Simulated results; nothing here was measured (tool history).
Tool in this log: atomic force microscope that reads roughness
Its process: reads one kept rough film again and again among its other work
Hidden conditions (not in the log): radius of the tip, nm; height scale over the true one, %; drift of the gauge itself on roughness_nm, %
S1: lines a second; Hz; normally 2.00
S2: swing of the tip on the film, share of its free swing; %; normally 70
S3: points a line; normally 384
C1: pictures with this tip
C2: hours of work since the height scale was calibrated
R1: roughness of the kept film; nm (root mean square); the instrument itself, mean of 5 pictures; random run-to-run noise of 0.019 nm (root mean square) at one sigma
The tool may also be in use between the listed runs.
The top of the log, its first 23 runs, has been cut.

-- hour=517.9 new tip fitted
run 24 hour=523.4 | S1=1.05 S2=68 S3=384 | C1=9 C2=431 | R1=4.707
run 25 hour=545.2 | S1=2.11 S2=61 S3=384 | C1=42 C2=441 | R1=4.698
run 26 hour=567.1 | S1=2.11 S2=61 S3=342 | C1=75 C2=452 | R1=4.663
run 27 hour=591.4 | S1=2.11 S2=61 S3=342 | C1=112 C2=464 | R1=4.638
run 28 hour=614.6 | S1=2.11 S2=61 S3=342 | C1=147 C2=475 | R1=4.650
-- hour=619.4 new tip fitted
run 29 hour=630.7 | S1=2.63 S2=72 S3=690 | C1=18 C2=482 | R1=4.416
run 30 hour=650.5 | S1=3.25 S2=72 S3=690 | C1=48 C2=492 | R1=4.338
run 31 hour=678.4 | S1=3.17 S2=70 S3=384 | C1=90 C2=505 | R1=4.375
run 32 hour=698.4 | S1=1.40 S2=56 S3=336 | C1=120 C2=515 | R1=4.756
run 33 hour=717.4 | S1=2.90 S2=70 S3=429 | C1=149 C2=524 | R1=4.426
-- hour=720.2 new tip fitted
run 34 hour=733.0 | S1=2.90 S2=70 S3=429 | C1=19 C2=531 | R1=4.395
run 35 hour=751.4 | S1=2.90 S2=87 S3=429 | C1=47 C2=540 | R1=3.928
run 36 hour=763.5 | S1=1.16 S2=80 S3=258 | C1=65 C2=546 | R1=4.549
run 37 hour=791.3 | S1=2.00 S2=74 S3=384 | C1=107 C2=559 | R1=4.473

Branching from run 37: 5 alternative next runs. What would each branch give?
-- hour=820.9 new tip fitted
run A hour=821.2 | S1=2.12 S2=70 S3=384 | C1=0 C2=573 | R1=?
-- hour=820.9 new tip fitted
run B hour=821.2 | S1=2.00 S2=83 S3=628 | C1=0 C2=573 | R1=?
-- hour=820.9 new tip fitted
run C hour=821.2 | S1=2.00 S2=71 S3=283 | C1=0 C2=573 | R1=?
-- hour=820.9 new tip fitted
run D hour=821.2 | S1=2.00 S2=76 S3=384 | C1=0 C2=573 | R1=?
-- hour=820.9 new tip fitted
run E hour=821.2 | S1=2.00 S2=86 S3=384 | C1=0 C2=573 | R1=?

run=A R1=4.547
run=B R1=4.295
run=C R1=4.524
run=D R1=4.444
run=E R1=4.223
Had the tool no hidden state, the same runs would have come out as:
run=A R1=4.548
run=B R1=4.295
run=C R1=4.524
run=D R1=4.444
run=E R1=4.223
